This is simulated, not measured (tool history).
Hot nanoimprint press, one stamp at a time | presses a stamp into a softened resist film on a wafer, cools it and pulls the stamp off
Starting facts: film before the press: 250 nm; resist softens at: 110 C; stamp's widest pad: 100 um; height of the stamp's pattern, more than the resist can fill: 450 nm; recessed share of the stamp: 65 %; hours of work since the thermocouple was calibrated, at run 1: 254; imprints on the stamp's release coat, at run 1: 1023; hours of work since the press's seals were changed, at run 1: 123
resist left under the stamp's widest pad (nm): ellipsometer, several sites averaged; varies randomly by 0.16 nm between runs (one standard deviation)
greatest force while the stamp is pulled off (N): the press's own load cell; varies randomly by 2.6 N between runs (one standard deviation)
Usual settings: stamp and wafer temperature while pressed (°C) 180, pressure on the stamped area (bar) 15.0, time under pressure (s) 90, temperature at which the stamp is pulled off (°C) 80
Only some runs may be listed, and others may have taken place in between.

| run | hour | stamp and wafer temperature while pressed (°C) | pressure on the stamped area (bar) | time under pressure (s) | temperature at which the stamp is pulled off (°C) | hours of work since the thermocouple was calibrated | imprints on the stamp's release coat | hours of work since the press's seals were changed | resist left under the stamp's widest pad (nm) | greatest force while the stamp is pulled off (N) |
|---|---|---|---|---|---|---|---|---|---|---|
| 1 | 0.0 | 180 | 15.0 | 90 | 80 | 254 | 1023 | 123 | 117.9 | 198 |
| 2 | 64.1 | 180 | 15.0 | 90 | 80 | 285 | 1148 | 154 | 117.8 | 195 |
|  | 106.0 | plate thermocouple calibrated |
| 3 | 112.1 | 180 | 15.0 | 90 | 69 | 3 | 1236 | 176 | 117.8 | 224 |
|  | 142.4 | stamp cleaned and given a new release coat |
| 4 | 202.9 | 180 | 15.0 | 90 | 76 | 44 | 117 | 217 | 118.0 | 209 |
| 5 | 245.8 | 180 | 15.0 | 90 | 80 | 65 | 201 | 237 | 117.6 | 193 |
| 6 | 301.3 | 180 | 15.0 | 90 | 80 | 91 | 309 | 264 | 117.9 | 194 |
| 7 | 338.5 | 180 | 15.0 | 90 | 80 | 109 | 381 | 282 | 117.8 | 190 |
| 8 | 411.3 | 180 | 21.7 | 90 | 80 | 145 | 522 | 317 | 98.0 | 194 |
| 9 | 472.8 | 180 | 21.7 | 90 | 80 | 174 | 642 | 347 | 98.1 | 194 |
| 10 | 537.0 | 180 | 21.7 | 90 | 80 | 205 | 767 | 378 | 98.4 | 190 |
| 11 | 603.0 | 180 | 17.3 | 90 | 80 | 237 | 895 | 410 | 109.9 | 192 |
| 12 | 659.4 | 191 | 17.3 | 68 | 80 | 264 | 1004 | 437 | 88.5 | 193 |
|  | 742.9 | plate thermocouple calibrated |
| 13 | 742.9 | 191 | 20.0 | 171 | 80 | 0 | 1161 | 476 | 56.3 | 194 |
|  | 815.2 | stamp cleaned and given a new release coat |
| 14 | 825.2 | 191 | 20.0 | 171 | 80 | 37 | 19 | 513 | 56.4 | 201 |
| 15 | 884.3 | 191 | 20.0 | 171 | 80 | 65 | 134 | 541 | 56.3 | 195 |
| 16 | 952.4 | 183 | 16.2 | 74 | 81 | 98 | 266 | 574 | 111.1 | 192 |
| 17 | 1023.9 | 179 | 9.3 | 90 | 82 | 133 | 405 | 609 | 149.6 | 186 |
| 18 | 1081.1 | 169 | 22.8 | 70 | 82 | 160 | 516 | 636 | 148.3 | 185 |
| 19 | 1135.6 | 187 | 22.8 | 70 | 73 | 187 | 622 | 663 | 84.8 | 214 |
| 20 | 1177.3 | 187 | 22.8 | 70 | 73 | 207 | 703 | 683 | 84.8 | 216 |
| 21 | 1215.3 | 187 | 22.8 | 70 | 73 | 225 | 777 | 701 | 84.7 | 211 |

Consider 4 possible next runs. They are alternatives, not a sequence: every one starts from the tool as it was left by run 21. What does each give?
| A | 1258.7 | 188 | 22.8 | 70 | 73 | 246 | 862 | 722 | ? | ? |
| B | 1258.7 | 175 | 22.8 | 77 | 69 | 246 | 862 | 722 | ? | ? |
| C | 1258.7 | 180 | 18.5 | 90 | 80 | 246 | 862 | 722 | ? | ? |
| D | 1258.7 | 187 | 14.1 | 144 | 73 | 246 | 862 | 722 | ? | ? |

| run | resist left under the stamp's widest pad (nm) | greatest force while the stamp is pulled off (N) |
|---|---|---|
| A | 82.4 | 217 |
| B | 119.4 | 232 |
| C | 106.2 | 197 |
| D | 82.5 | 216 |
Stripped of hidden state, with their random variation kept, the same runs would have yielded:
| run | resist left under the stamp's widest pad (nm) | greatest force while the stamp is pulled off (N) |
|---|---|---|
| A | 82.4 | 216 |
| B | 119.4 | 232 |
| C | 106.2 | 197 |
| D | 82.5 | 216 |

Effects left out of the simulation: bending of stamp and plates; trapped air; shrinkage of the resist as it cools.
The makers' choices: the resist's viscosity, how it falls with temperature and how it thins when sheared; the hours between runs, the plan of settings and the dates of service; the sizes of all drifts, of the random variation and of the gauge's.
